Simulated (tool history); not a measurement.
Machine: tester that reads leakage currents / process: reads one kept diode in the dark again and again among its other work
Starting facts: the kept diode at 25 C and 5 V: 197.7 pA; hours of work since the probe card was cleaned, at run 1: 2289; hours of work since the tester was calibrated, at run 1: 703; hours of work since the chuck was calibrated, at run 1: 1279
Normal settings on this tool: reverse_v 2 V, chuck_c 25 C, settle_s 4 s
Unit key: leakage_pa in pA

run    hour  reverse_v  chuck_c  settle_s  hours of work since the probe card was cleaned  hours of work since the tester was calibrated  hours of work since the chuck was calibrated  leakage_pa
  1       0          2       25         4                                            2289                                            703                                          1279      152.53
  2      38       4.42       25         4                                            2307                                            721                                          1297       216.2
  3      86          2       25         4                                            2330                                            744                                          1320      154.05
  4   130.9      17.75       25         4                                            2351                                            765                                          1341      397.73
  5   168.8      17.75       25         4                                            2369                                            783                                          1359      399.97
  6     221      17.75       25         4                                            2394                                            808                                          1384      400.52
  7   265.7      17.75       25         4                                            2415                                            829                                          1405      403.16
  8   300.6      10.48       25         4                                            2432                                            846                                          1422      316.82
  9     340      10.48       25         4                                            2451                                            865                                          1441      320.35
 10   379.4          2       25         4                                            2470                                            884                                          1460      156.27
 11   414.5          2       25         4                                            2486                                            900                                          1476      155.82
 12   453.7          2       25         4                                            2505                                            919                                          1495       156.6
 13   506.8          2       25         4                                            2530                                            945                                          1520      157.59
 14   550.2          2       25         4                                            2551                                            965                                          1541       157.5
 15   577.2          2       25         4                                            2564                                            978                                          1554      157.18
 16   615.6          2       25      7.41                                            2582                                            996                                          1572      158.45
 17   668.9          2       25       0.5                                            2608                                           1022                                          1598      159.14
      675.8  -- chuck's temperature calibrated
 18   715.9          2       25       0.5                                            2629                                           1043                                            19      178.17
 19   766.4          2       25       0.5                                            2653                                           1068                                            43      177.93
 20   819.8          2       25       0.5                                            2679                                           1093                                            69      178.43
      858.3  -- chuck's temperature calibrated, once more
 21   868.6          2       25       0.5                                            2701                                           1115                                             5      136.28
 22   906.5          2       25       0.5                                            2719                                           1133                                            23      136.56
 23   944.3      13.66       25       0.4                                            2737                                           1151                                            41      322.88
 24   982.6      13.66       25       0.4                                            2756                                           1170                                            59      326.57
 25  1023.2      13.66       25       0.4                                            2775                                           1189                                            79      326.34
 26  1059.8       4.79       21      0.69                                            2792                                           1207                                            96      140.97
 27  1100.8       4.79       21      0.72                                            2812                                           1226                                           116      141.32
 28  1151.5       6.27       25         4                                            2836                                           1250                                           140       225.7
 29    1187       8.22       54      1.19                                            2853                                           1267                                           157     2751.22
 30  1220.5       2.43       54      1.19                                            2869                                           1283                                           173     1629.58
 31  1248.3      13.52       50      0.97                                            2882                                           1297                                           186     2523.74
 32  1304.2       1.72       50      0.97                                            2909                                           1323                                           213     1037.28
 33    1353       5.21       25      3.33                                            2932                                           1346                                           236      209.67
 34  1378.8       5.21       25      3.33                                            2945                                           1359                                           248      211.63
 35  1422.9       5.21       25      3.33                                            2966                                           1380                                           269      212.51
 36  1465.7          2       25      1.89                                            2986                                           1400                                           290      139.16
 37  1506.5          2       25      1.89                                            3006                                           1420                                           309      140.64
 38  1561.5          2       25      1.89                                            3032                                           1446                                           336      140.92
 39  1593.8       1.03       25      5.79                                            3047                                           1461                                           351      106.02
 40  1619.2      13.67       25       0.4                                            3059                                           1474                                           363      335.32
 41  1666.6       3.74       20      1.04                                            3082                                           1496                                           386      118.48

Predict each of these 3 candidate next runs independently; none follows another, all start after run 41:
  A  1700          2       35         4                                            3098                                           1512                                           402           ?
  B  1700      14.89       56         4                                            3098                                           1512                                           402           ?
  C  1700      18.72       25      7.54                                            3098                                           1512                                           402           ?

run  leakage_pa
  A      337.13
  B      4209.2
  C      377.48
Without the tool's hidden state the same runs would have given:
run  leakage_pa
  A      320.18
  B     4023.65
  C      351.34

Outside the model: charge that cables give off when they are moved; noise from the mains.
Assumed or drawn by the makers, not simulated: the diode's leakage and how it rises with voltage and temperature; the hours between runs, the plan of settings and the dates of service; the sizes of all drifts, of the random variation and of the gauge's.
